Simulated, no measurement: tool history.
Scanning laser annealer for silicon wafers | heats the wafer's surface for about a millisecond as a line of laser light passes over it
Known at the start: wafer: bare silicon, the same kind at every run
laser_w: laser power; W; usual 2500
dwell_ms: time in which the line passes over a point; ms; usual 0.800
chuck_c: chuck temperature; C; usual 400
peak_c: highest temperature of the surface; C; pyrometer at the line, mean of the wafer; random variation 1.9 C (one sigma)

run,hour,laser_w,dwell_ms,chuck_c,peak_c
1,0.0,2500,0.800,400,1122
2,15.4,2500,0.800,400,1115
3,28.5,2500,0.800,400,1121
4,50.1,2500,0.800,400,1116
5,69.1,2241,0.800,400,1027
6,87.1,2241,0.800,400,1028
7,105.7,2241,0.800,400,1024
8,126.9,2428,0.800,385,1071
# hour 135.3: window over the wafer cleaned
9,145.3,2655,0.800,409,1222
# hour 154.4: optics aligned, line set to its width
10,162.9,2507,0.808,372,1151
11,178.4,2500,0.673,438,1134
12,188.0,2418,0.800,381,1122

5 ways to go on from here, each from the tool as it stands after run 12. What would each give?
A,201.5,2500,0.800,438,?
B,201.5,2363,0.733,431,?
C,201.5,2500,0.754,371,?
D,201.5,2363,0.800,400,?
E,201.5,2601,0.906,426,?

run,peak_c
A,1206
B,1115
C,1111
D,1117
E,1296
Without the tool's hidden state the same runs would have given:
run,peak_c
A,1211
B,1119
C,1116
D,1122
E,1301
